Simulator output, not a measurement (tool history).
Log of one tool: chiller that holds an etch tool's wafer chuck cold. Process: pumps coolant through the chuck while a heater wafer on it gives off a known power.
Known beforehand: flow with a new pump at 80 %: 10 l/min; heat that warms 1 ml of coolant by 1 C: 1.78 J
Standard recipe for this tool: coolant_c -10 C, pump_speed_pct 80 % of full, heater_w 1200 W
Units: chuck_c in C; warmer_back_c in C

| run | hour | coolant_c | pump_speed_pct | heater_w | chuck_c | warmer_back_c |
|---|---|---|---|---|---|---|
| 1 | 0 | -10 | 80 | 1200 | 0.6 | 4.19 |
| 2 | 20.2 | 0 | 80 | 1200 | 10.4 | 4.22 |
| 3 | 39.3 | -10 | 80 | 1029 | -0.6 | 3.54 |
| 4 | 71.1 | -19 | 80 | 1200 | -8.4 | 4.18 |
| 5 | 97 | -8 | 80 | 1200 | 2.8 | 4.26 |
| 6 | 114.1 | -8 | 80 | 1200 | 2.7 | 4.24 |
| 7 | 147.4 | -8 | 80 | 1200 | 2.8 | 4.22 |
| 8 | 175.1 | -8 | 80 | 1200 | 2.8 | 4.19 |
| 9 | 191.6 | -10 | 80 | 1200 | 0.8 | 4.19 |
| 10 | 226.3 | -10 | 80 | 1200 | 0.9 | 4.24 |
| 11 | 258.2 | -10 | 80 | 1200 | 0.9 | 4.2 |
| 12 | 280.6 | -10 | 80 | 1200 | 0.9 | 4.25 |
| 13 | 311.2 | -10 | 80 | 1200 | 0.9 | 4.27 |
| 14 | 343.9 | -10 | 80 | 1200 | 1.1 | 4.25 |
| 15 | 368.2 | -5 | 80 | 1200 | 6 | 4.21 |
| 16 | 404.1 | -10 | 64 | 1200 | 3.6 | 5.32 |
| 17 | 419.9 | -1 | 71 | 615 | 5.4 | 2.44 |
| 18 | 435.7 | -1 | 71 | 615 | 5.4 | 2.43 |
| 19 | 458 | -1 | 71 | 615 | 5.5 | 2.47 |
| 20 | 481.5 | -10 | 61 | 1200 | 4.1 | 5.63 |
| 21 | 503.6 | -10 | 61 | 1200 | 4.2 | 5.54 |
| 22 | 540.3 | -8 | 65 | 678 | -0.1 | 2.94 |
| 23 | 570.4 | -2 | 77 | 1177 | 9.3 | 4.36 |
| 24 | 600.4 | -2 | 77 | 1177 | 9.5 | 4.35 |
|  | 630.5 | coolant changed, channels flushed |
| 25 | 630.5 | -3 | 82 | 1419 | 9.2 | 4.95 |
| 26 | 658.8 | -9 | 80 | 1200 | 1.6 | 4.32 |
| 27 | 679.7 | -16 | 80 | 1264 | -4.9 | 4.51 |
| 28 | 717 | -6 | 78 | 1264 | 5.4 | 4.7 |
| 29 | 742.8 | -6 | 78 | 1264 | 5.5 | 4.66 |
| 30 | 765.2 | -10 | 86 | 1200 | 0 | 4.02 |
| 31 | 787.4 | -10 | 80 | 1410 | 2.6 | 5.02 |

Table of differences, measured result less the result of that run with no hidden state. Run-to-run variation is the same in both. Gauge scatter possibly is not:
The hidden state here: heat passed by the chuck's channels, % of clean ones'; flow at a given pump speed, % of a new pump's; coolant's true temperature over the reading, C; drift of the gauge itself on chuck_c, C; drift of the gauge itself on warmer_back_c, C.
| run | chuck_c | warmer_back_c |
|---|---|---|
| 1 | +1.1 | +0.14 |
| 2 | +1 | +0.14 |
| 3 | +1 | +0.12 |
| 4 | +1.1 | +0.15 |
| 5 | +1.1 | +0.15 |
| 6 | +1.1 | +0.15 |
| 7 | +1.2 | +0.15 |
| 8 | +1.2 | +0.16 |
| 9 | +1.3 | +0.16 |
| 10 | +1.3 | +0.17 |
| 11 | +1.3 | +0.17 |
| 12 | +1.3 | +0.18 |
| 13 | +1.3 | +0.19 |
| 14 | +1.3 | +0.19 |
| 15 | +1.4 | +0.19 |
| 16 | +1.7 | +0.25 |
| 17 | +0.9 | +0.11 |
| 18 | +1 | +0.12 |
| 19 | +1 | +0.12 |
| 20 | +1.7 | +0.27 |
| 21 | +1.8 | +0.27 |
| 22 | +1.2 | +0.15 |
| 23 | +1.5 | +0.23 |
| 24 | +1.6 | +0.23 |
| 25 | +1 | +0.27 |
| 26 | +0.9 | +0.23 |
| 27 | +1 | +0.25 |
| 28 | +1.1 | +0.27 |
| 29 | +1.1 | +0.26 |
| 30 | +1 | +0.23 |
| 31 | +1.2 | +0.3 |
